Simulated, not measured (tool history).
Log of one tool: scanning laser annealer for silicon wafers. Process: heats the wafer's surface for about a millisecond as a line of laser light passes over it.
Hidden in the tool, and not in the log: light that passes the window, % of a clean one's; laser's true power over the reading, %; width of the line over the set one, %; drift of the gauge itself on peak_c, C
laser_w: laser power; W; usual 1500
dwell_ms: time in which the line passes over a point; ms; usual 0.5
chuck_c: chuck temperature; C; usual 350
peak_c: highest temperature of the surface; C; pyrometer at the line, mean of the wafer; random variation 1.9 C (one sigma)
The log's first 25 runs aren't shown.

run    hour  laser_w  dwell_ms  chuck_c  hours of work since the window was cleaned  hours of work since the power meter was calibrated  hours of work since the optics were aligned  peak_c
 26   676.1     1419     0.506      317                                         419                                                 755                                           27    1027
 27   691.8     1419     0.491      379                                         431                                                 767                                           39    1081
 28   713.2     1509       0.5      337                                         446                                                 782                                           54    1097
 29   734.1     1307     0.477      324                                         461                                                 797                                           69     945
 30   764.8     1350     0.575      337                                         483                                                 820                                           92    1043
 31   780.9     1350     0.575      337                                         495                                                 831                                          103    1041
 32   805.9     1480     0.575      332                                         513                                                 849                                          121    1119
 33   833.1     1480     0.575      323                                         533                                                 869                                          141    1106
      842.6  -- window over the wafer cleaned
 34   858.2     1373     0.518      333                                          11                                                 886                                          158    1054
 35   892.5     1373     0.518      333                                          36                                                 911                                          183    1053
 36   913.2     1395       0.5      383                                          51                                                 926                                          198    1100
 37   930.2     1287       0.5      376                                          63                                                 938                                          210    1025
 38   958.6     1327       0.5      323                                          84                                                 958                                          230     994
 39   993.7     1463     0.573      350                                         109                                                 984                                          256    1157
 40  1021.8     1499     0.577      350                                         130                                                1004                                          276    1186

Forecast each of these 4 alternatives for the next run:
  A  1036.3     1552       0.5      350                                         140                                                1015                                          287       ?
  B  1036.3     1500      0.36      373                                         140                                                1015                                          287       ?
  C  1036.3     1500     0.423      350                                         140                                                1015                                          287       ?
  D  1036.3     1569       0.5      350                                         140                                                1015                                          287       ?

run  peak_c
  A    1161
  B    1044
  C    1073
  D    1174
Without the tool's hidden state the same runs would have given:
run  peak_c
  A    1187
  B    1066
  C    1097
  D    1200
